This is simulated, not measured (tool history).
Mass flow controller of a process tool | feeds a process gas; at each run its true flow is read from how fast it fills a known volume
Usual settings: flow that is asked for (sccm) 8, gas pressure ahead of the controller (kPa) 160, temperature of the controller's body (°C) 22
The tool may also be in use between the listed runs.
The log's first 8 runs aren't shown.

run,day,flow that is asked for (sccm),gas pressure ahead of the controller (kPa),temperature of the controller's body (°C),hours of work since the controller was set to zero,hours of work since the controller was changed,true flow (%)
9,25.775,8,160,22,1101,1101,98.93
10,28.879,8,160,22,1157,1157,98.99
11,32.983,8,160,22,1232,1232,98.85
12,36.967,8,160,22,1305,1305,98.91
13,39.208,8,160,26,1346,1346,98.50
14,43.421,8,160,25,1422,1422,98.71
15,47.812,8,160,22,1502,1502,98.93
16,52.175,8,160,22,1582,1582,98.93
17,56.638,8,153,22,1663,1663,98.86
18,59.229,8,160,27,1710,1710,98.45
19,63.796,8,160,27,1794,1794,98.47
20,68.129,8,160,27,1873,1873,98.36
21,70.679,8,160,27,1919,1919,98.43
22,73.783,8,160,22,1976,1976,99.05
23,78.271,8,160,22,2057,2057,99.00
24,80.742,8,160,22,2102,2102,98.90
25,85.208,8,160,22,2184,2184,98.94
26,89.412,8,160,35,2260,2260,97.73
27,92.792,3,247,22,2322,2322,100.02
28,96.212,3,247,22,2384,2384,100.10
29,100.462,3,241,20,2462,2462,100.15

Forecast run 30:
30,102.533,3,243,28,2499,2499,?

Run 30 gave true flow (%) 99.37.
Without the tool's hidden state the same run would have given true flow (%) 98.23.
